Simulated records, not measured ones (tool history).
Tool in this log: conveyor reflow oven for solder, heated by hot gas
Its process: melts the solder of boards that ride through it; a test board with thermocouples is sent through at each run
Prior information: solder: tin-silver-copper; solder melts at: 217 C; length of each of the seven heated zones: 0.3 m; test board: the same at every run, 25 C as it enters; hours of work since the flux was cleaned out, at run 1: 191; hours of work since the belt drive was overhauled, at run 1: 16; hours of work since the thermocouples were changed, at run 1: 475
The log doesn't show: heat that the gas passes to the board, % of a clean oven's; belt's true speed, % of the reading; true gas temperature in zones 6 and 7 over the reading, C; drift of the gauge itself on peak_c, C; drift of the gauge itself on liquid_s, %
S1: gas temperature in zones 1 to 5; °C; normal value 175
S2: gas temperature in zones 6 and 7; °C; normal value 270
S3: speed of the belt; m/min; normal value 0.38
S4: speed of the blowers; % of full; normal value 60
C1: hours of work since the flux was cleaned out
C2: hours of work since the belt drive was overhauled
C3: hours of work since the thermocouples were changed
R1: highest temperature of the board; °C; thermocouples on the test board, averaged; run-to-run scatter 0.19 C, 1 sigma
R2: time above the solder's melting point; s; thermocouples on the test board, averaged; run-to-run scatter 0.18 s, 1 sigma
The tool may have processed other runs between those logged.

run,hour,S1,S2,S3,S4,C1,C2,C3,R1,R2
1,0,175,270,0.38,60,191,16,475,250.4,69
2,7.5,179,270,0.38,60,197,22,481,251.2,71.9
3,17.4,175,270,0.428,60,205,30,489,246.3,55.9
4,27.1,175,270,0.396,60,212,38,496,248.7,64.4
5,34.9,175,270,0.396,60,219,44,502,248.6,64.2
6,45.4,175,270,0.396,60,227,52,511,248.6,64.4
7,51.5,175,270,0.396,60,232,57,516,248.6,64.1
8,60,175,270,0.396,60,239,64,522,248.4,64.2
9,68.9,175,270,0.396,60,246,71,529,248.5,63.8
10,79.1,175,270,0.396,60,254,79,537,248.4,63.8
11,84.3,175,270,0.38,60,258,83,542,249.8,68.1
12,91.5,175,270,0.38,60,263,89,547,249.8,68.5
13,102.5,175,268,0.323,60,272,98,556,252.4,85.9
14,111.5,175,258,0.38,60,279,105,563,239.1,56.4
15,119.5,175,270,0.363,60,286,111,570,251.1,73.2
16,126.1,174,284,0.452,60,291,116,575,254.1,58.7
17,132.8,174,284,0.452,60,296,122,580,253.4,58.5
18,142,174,258,0.424,60,304,129,587,235.2,43.1
19,149.6,174,258,0.424,60,310,135,594,235.3,43.3
20,158.1,175,263,0.336,60,316,142,600,246.6,76.1
# hour 163.7: thermocouples of zones 6 and 7 changed
21,170.5,175,271,0.433,71,325,150,5,249.8,59.7
22,175.7,175,270,0.337,53,329,154,10,253.7,82.3
23,186.7,160,272,0.38,71,337,163,18,252.2,65.5

Predict the results of run 24:
24,195.7,174,270,0.433,61,345,170,25,?,?

Run 24 gave R1 246.1 °C, R2 54.6 s.
On a tool with no hidden condition, and with the same random variation, this run would have come out at R1 249.9 °C, R2 58.9 s.
